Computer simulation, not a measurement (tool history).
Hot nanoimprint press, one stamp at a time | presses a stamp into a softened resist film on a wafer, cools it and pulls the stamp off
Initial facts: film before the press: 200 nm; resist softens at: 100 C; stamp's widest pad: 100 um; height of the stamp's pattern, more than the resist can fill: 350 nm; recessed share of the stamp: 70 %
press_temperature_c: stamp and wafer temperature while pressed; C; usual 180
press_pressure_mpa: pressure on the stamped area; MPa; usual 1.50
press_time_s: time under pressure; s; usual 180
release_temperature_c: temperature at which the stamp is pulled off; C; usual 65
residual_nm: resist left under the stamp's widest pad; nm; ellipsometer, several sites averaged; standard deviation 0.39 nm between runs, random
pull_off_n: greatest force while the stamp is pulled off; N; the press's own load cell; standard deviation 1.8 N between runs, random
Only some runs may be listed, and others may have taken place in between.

run,day,press_temperature_c,press_pressure_mpa,press_time_s,release_temperature_c,residual_nm,pull_off_n
1,0.000,180,1.50,180,65,100.4,215
2,0.317,180,1.50,180,70,99.8,198
3,0.721,180,1.50,180,70,99.9,196
4,1.004,180,1.50,180,65,100.2,215
5,1.450,180,1.50,180,65,100.3,213
6,1.971,180,1.50,180,65,101.4,212
7,2.271,180,1.50,180,65,100.2,215
8,2.667,180,1.50,180,65,100.9,211
9,3.121,180,1.50,180,66,101.2,212
10,3.558,180,1.50,180,65,100.5,211
11,4.108,180,1.50,180,61,101.4,224
12,4.425,180,1.50,180,61,100.8,223
13,4.875,180,1.50,180,61,101.3,225
14,5.242,180,1.50,180,65,101.7,216
15,5.783,180,1.50,180,65,101.7,210
16,6.342,180,1.50,180,59,101.5,232
17,6.612,180,1.28,106,55,128.8,243
# day 6.967: gauge calibrated
18,7.112,180,1.56,322,65,80.2,210
19,7.417,190,1.50,180,56,73.1,241
20,7.900,180,1.50,278,65,86.6,214
21,8.279,181,1.50,165,65,99.8,214
22,8.838,181,1.50,165,65,100.4,212

The next listed run, before its measurement:
# day 9.433: plate thermocouple calibrated
23,9.538,181,1.50,165,65,?,?

residual_nm: 100.5 nm
pull_off_n: 213 N
With the hidden condition absent and the run-to-run variation left alone, this run would have shown residual_nm 99.8 nm, pull_off_n 212 N.
